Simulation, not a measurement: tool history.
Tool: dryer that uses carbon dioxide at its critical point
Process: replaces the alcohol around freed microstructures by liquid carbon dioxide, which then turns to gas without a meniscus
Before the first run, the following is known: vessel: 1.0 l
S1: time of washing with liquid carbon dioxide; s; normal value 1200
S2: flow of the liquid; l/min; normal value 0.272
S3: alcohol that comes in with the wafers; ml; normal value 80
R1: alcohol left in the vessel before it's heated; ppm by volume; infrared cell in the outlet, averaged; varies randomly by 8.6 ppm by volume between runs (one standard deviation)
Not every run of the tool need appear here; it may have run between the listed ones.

run,hour,S1,S2,S3,R1
1,0.0,1200,0.272,80,672
2,14.4,1200,0.272,80,693
3,25.5,1200,0.226,80,1509
4,39.8,1200,0.272,80,716
5,51.6,1200,0.272,80,730
6,61.3,1200,0.272,80,759
7,67.7,1200,0.272,80,749
8,79.7,1200,0.272,80,755
9,87.0,1260,0.272,80,608
10,93.0,1260,0.272,80,602
11,105.4,1260,0.272,80,638
12,111.4,1260,0.272,80,646
# hour 114.5: inlet filter changed
13,122.0,1200,0.272,80,490
14,128.2,1200,0.272,80,499
15,136.1,1200,0.272,80,502
16,143.5,1200,0.272,32,227
17,149.4,1200,0.272,80,515
18,157.2,1200,0.272,80,513
19,169.9,1620,0.272,80,128
20,182.6,1620,0.272,80,124
21,194.5,1620,0.272,80,121
22,204.0,1200,0.272,80,565
23,216.7,1200,0.272,80,552
24,227.9,1860,0.272,115,91
25,240.3,1860,0.272,115,85
26,249.1,1320,0.378,59,68
27,258.6,1320,0.232,59,575
28,272.0,1200,0.195,22,651
29,284.3,1680,0.458,43,45
30,294.8,1680,0.458,43,55
31,307.8,1680,0.458,43,45
32,319.4,1500,0.181,22,418
33,327.2,1200,0.229,25,463
34,337.7,1200,0.229,25,459
35,349.2,1260,0.272,39,285
36,362.4,900,0.327,99,1287
37,370.1,900,0.347,99,1046
38,376.0,1260,0.272,80,543
39,390.2,1200,0.204,26,729
40,400.3,1200,0.204,26,758
41,407.3,1080,0.330,32,228
42,416.4,1080,0.330,32,234
43,430.6,1080,0.303,70,633

Consider 3 possible next runs. They are alternatives, not a sequence: every one starts from the tool as it was left by run 43. What does each give?
A,445.0,1080,0.233,70,?
B,445.0,1620,0.222,30,?
C,445.0,1440,0.391,70,?

run,R1
A,1831
B,216
C,82
Stripped of hidden state, with their random variation kept, the same runs would have yielded:
run,R1
A,1298
B,101
C,16
